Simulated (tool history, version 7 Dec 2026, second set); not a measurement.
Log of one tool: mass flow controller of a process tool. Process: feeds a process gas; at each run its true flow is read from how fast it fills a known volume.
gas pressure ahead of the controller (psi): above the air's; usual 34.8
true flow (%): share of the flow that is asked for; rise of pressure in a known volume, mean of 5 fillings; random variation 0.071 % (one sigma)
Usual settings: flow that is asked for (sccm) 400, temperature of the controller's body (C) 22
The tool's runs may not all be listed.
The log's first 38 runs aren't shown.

run	hour	flow that is asked for (sccm)	gas pressure ahead of the controller (psi)	temperature of the controller's body (C)	hours of work since the controller was set to zero	hours of work since the controller was changed	true flow (%)
39	11407	55	27.7	22	524	524	98.18
40	11625.2	55	27.7	22	657	657	98.1
41	11919.7	55	27.7	29	837	837	97.63
42	12196.6	186	20.7	29	1007	1007	97.93
43	12564.1	50	27.6	37	1232	1232	97.11
44	12899.9	50	27.6	37	1437	1437	96.92
45	13284.9	435	33.2	34	1673	1673	97.39
46	13609.7	435	33.2	34	1872	1872	97.19
47	13938.1	304	33.2	29	2073	2073	97.23
48	14198.8	122	29.2	22	2232	2232	97.37
49	14569	122	29.2	22	2459	2459	97.17

3 ways to go on from here, each from the tool as it stands after run 49. What would each give?
A	14844.6	122	29.2	28	2627	2627	?
B	14844.6	400	37.3	25	2627	2627	?
C	14844.6	244	25.1	29	2627	2627	?

run	true flow (%)
A	96.73
B	97.17
C	96.8
Without the tool's hidden state the same runs would have given:
run	true flow (%)
A	99.27
B	99.72
C	99.34
